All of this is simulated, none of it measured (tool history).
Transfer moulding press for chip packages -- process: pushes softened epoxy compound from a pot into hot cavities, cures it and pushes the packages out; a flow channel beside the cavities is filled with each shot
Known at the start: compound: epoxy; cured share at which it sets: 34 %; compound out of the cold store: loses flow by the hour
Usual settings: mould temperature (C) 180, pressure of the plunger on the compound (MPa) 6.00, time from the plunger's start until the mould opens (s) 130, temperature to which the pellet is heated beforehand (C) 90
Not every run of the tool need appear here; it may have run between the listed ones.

run,hour,mould temperature (C),pressure of the plunger on the compound (MPa),time from the plunger's start until the mould opens (s),temperature to which the pellet is heated beforehand (C),incoming compound's hours out of the cold store,length that the compound runs in the flow channel (mm),greatest force on the pins that push the packages out (N)
1,0.0,180,6.00,130,90,41.5,677,655
# hour 41.5: cavities cleaned with cleaning compound and waxed
# hour 79.0: plunger's sealing rings changed
2,96.0,180,6.00,130,90,34.8,723,1006
# hour 109.8: cavities cleaned with cleaning compound and waxed
3,153.3,180,6.00,130,90,45.8,682,711
# hour 172.0: mould's thermocouples calibrated
# hour 178.9: cavities cleaned with cleaning compound and waxed
4,199.0,180,5.90,130,90,10.7,814,627
# hour 244.2: cavities cleaned with cleaning compound and waxed
5,246.8,180,5.90,130,90,19.6,764,515
6,294.4,180,5.90,130,90,15.5,781,765
# hour 309.1: cavities cleaned with cleaning compound and waxed
7,358.4,180,6.00,130,90,17.4,771,809
# hour 373.4: cavities cleaned with cleaning compound and waxed, once more
8,425.2,180,6.00,130,99,30.3,718,775
# hour 436.0: cavities cleaned with cleaning compound and waxed
9,473.4,180,6.00,130,99,27.1,724,710
# hour 504.2: plunger's sealing rings changed
# hour 505.7: cavities cleaned with cleaning compound and waxed
10,526.1,180,6.00,130,99,45.5,686,624
# hour 572.5: cavities cleaned with cleaning compound and waxed
11,592.9,180,6.00,130,81,44.9,678,640
# hour 601.3: mould's thermocouples calibrated
# hour 638.1: cavities cleaned with cleaning compound and waxed
12,686.9,176,6.00,130,90,35.9,731,875
# hour 707.9: cavities cleaned with cleaning compound and waxed
# hour 774.9: cavities cleaned with cleaning compound and waxed
13,783.4,176,6.00,130,90,48.0,677,631
# hour 843.5: cavities cleaned with cleaning compound and waxed
14,848.4,187,6.00,148,86,23.0,726,490
15,898.8,185,6.00,120,90,23.0,728,770
# hour 913.0: cavities cleaned with cleaning compound and waxed
# hour 936.1: plunger's sealing rings changed
16,944.8,187,6.83,169,100,8.1,868,616
# hour 982.4: cavities cleaned with cleaning compound and waxed
17,1005.3,187,6.83,169,100,40.3,723,603
# hour 1032.4: mould's thermocouples calibrated
# hour 1048.8: cavities cleaned with cleaning compound and waxed
18,1059.8,183,5.20,169,100,37.6,649,505
# hour 1114.7: cavities cleaned with cleaning compound and waxed
19,1150.9,180,6.00,145,93,9.2,820,681
# hour 1177.9: cavities cleaned with cleaning compound and waxed
20,1234.5,180,6.31,122,95,14.0,804,862
# hour 1242.8: cavities cleaned with cleaning compound and waxed
21,1286.2,180,6.00,112,94,27.0,732,873
# hour 1307.8: cavities cleaned with cleaning compound and waxed
22,1339.8,180,4.70,112,94,12.6,691,833
# hour 1364.4: plunger's sealing rings changed
# hour 1372.7: cavities cleaned with cleaning compound and waxed
23,1414.4,180,4.70,112,94,23.6,684,853
# hour 1442.0: cavities cleaned with cleaning compound and waxed
# hour 1467.1: mould's thermocouples calibrated
24,1493.1,180,4.70,112,94,35.5,633,883
# hour 1507.2: cavities cleaned with cleaning compound and waxed
# hour 1570.5: cavities cleaned with cleaning compound and waxed
25,1579.5,180,5.16,134,93,37.6,651,547
26,1620.5,183,5.96,130,90,44.3,658,735

Same runs, no hidden state in the tool, same run-to-run variation:
Hidden conditions of the tool in this case: true mould temperature over the reading, C; pressure that reaches the compound, % of what is set; grip of the stained cavities, % over clean ones'; drift of the gauge itself on flow_mm, %; drift of the gauge itself on push_out_n, %.
run,length that the compound runs in the flow channel (mm),greatest force on the pins that push the packages out (N)
1,704,494
2,726,486
3,689,473
4,826,497
5,779,491
6,800,488
7,796,510
8,747,491
9,756,478
10,691,491
11,687,492
12,746,558
13,698,550
14,754,447
15,760,470
16,873,434
17,731,441
18,658,430
19,840,461
20,832,531
21,762,564
22,724,588
23,693,567
24,643,544
25,668,464
26,678,452
